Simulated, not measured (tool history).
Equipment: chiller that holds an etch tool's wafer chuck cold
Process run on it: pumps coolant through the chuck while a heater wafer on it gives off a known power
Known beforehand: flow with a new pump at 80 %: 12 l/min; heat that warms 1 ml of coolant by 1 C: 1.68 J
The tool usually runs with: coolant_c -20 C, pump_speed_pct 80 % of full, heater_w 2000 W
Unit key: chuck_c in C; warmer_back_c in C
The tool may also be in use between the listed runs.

run	day	coolant_c	pump_speed_pct	heater_w	chuck_c	warmer_back_c
1	0	-20	80	2000	-6	5.95
2	3.879	-20	80	2000	-5.8	5.96
3	9.275	-20	80	2000	-5.9	5.89
4	12.454	-20	80	1261	-11.2	3.68
# day 14.904: coolant changed, channels flushed
5	15.433	-20	80	2000	-5.9	5.88
6	19.75	-20	80	2000	-6.2	5.84
7	24.046	-20	80	2000	-6	5.83
8	27.708	-20	80	2000	-6.1	5.75
9	31.867	-20	80	2000	-6	5.76
10	36.283	-20	80	2000	-5.9	5.73
11	41.788	-20	80	2000	-6	5.73
12	46.808	-24	67	2230	-5.9	7.74
13	52.954	-20	86	1782	-8.2	4.59
# day 56.554: gauge calibrated
14	58.446	-28	78	2188	-12.3	6.68
15	62.062	-19	80	1370	-9.5	3.95
16	67.212	-18	80	1082	-10.3	3.18
# day 68.896: chiller's thermometer calibrated
17	72.758	-18	80	1082	-10.3	3.05
18	76.867	-22	81	1304	-12.8	3.74
19	81.575	-22	81	1304	-13	3.69

Branching from run 19: 5 alternative next runs. What would each branch give?
A	84.6	-18	74	2793	?	?
B	84.6	-20	94	1304	?	?
C	84.6	-14	76	1595	?	?
D	84.6	-22	81	1159	?	?
E	84.6	-14	98	2306	?	?

run	chuck_c	warmer_back_c
A	2.9	8.9
B	-12	3.09
C	-2.5	4.84
D	-13.9	3.26
E	-0.4	5.35
Had the tool no hidden state, the same runs would have come out as:
run	chuck_c	warmer_back_c
A	2.9	9.06
B	-12.1	3.25
C	-2.5	5
D	-13.9	3.42
E	-0.4	5.51
